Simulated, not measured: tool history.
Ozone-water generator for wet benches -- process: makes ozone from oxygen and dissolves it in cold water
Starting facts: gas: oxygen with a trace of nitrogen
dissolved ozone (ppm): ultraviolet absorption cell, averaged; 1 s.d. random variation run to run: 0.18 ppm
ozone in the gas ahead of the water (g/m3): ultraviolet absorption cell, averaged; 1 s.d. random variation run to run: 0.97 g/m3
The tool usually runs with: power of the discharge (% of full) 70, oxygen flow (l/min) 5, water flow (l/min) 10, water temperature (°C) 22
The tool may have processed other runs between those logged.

run,day,power of the discharge (% of full),oxygen flow (l/min),water flow (l/min),water temperature (°C),dissolved ozone (ppm),ozone in the gas ahead of the water (g/m3)
1,0,70,5,10,22,21.1,146.5
2,6.271,70,5,10,22,21.1,146.4
3,15.692,70,5,10,22,21.1,145
4,22.488,40,5,10,22,15.5,107.6
5,30.7,40,5,10,22,15.5,107.3
# day 31.279: contactor cleaned
6,39.792,40,5,10,22,15.4,107.5
7,45.55,40,5,10,22,15,105.9
8,51.15,40,5,10,22,15.3,107.5
9,55.95,70,5,6,23,26.1,141.3
# day 57.088: water thermometer calibrated
10,65.017,70,7.96,13,22,15.5,110.4
11,72.425,70,7.31,10,22,18.4,114.8

Estimate the outcome of run 12 from the log above:
12,78.004,70,7.31,10,22,?,?

{"run 12": {"dissolved ozone (ppm)": 18.5, "ozone in the gas ahead of the water (g/m3)": 113.9}}
If the tool had no hidden condition, the same run with the same run-to-run variation would have returned dissolved ozone (ppm) 23.1, ozone in the gas ahead of the water (g/m3) 134.5.
